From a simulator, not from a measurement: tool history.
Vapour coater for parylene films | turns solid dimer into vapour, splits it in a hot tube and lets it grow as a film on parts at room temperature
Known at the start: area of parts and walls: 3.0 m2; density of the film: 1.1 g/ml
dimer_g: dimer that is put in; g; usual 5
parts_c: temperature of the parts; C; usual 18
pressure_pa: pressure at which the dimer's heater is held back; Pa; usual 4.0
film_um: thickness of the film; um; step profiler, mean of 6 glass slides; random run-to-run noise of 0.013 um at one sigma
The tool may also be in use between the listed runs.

run,hour,dimer_g,parts_c,pressure_pa,film_um
1,0.0,5,18,4.0,0.91
2,9.8,5,18,4.0,0.91
3,24.6,5,18,4.0,0.90
4,32.0,2,18,4.0,0.34
5,45.2,2,18,4.0,0.34
6,57.7,2,25,4.0,0.28
7,67.8,2,25,4.0,0.28
8,82.3,5,16,4.0,0.95
9,96.2,4,16,4.0,0.78
10,103.4,4,16,4.0,0.79
11,113.2,4,18,4.0,0.71
12,129.5,9,28,4.0,1.05
13,138.2,9,28,4.0,1.02

Predict the results of run 14:
14,155.4,4,28,2.4,?

{"run 14": {"film_um": 0.49}}
Had the tool carried no hidden state, the very same run would have given film_um 0.54 um.
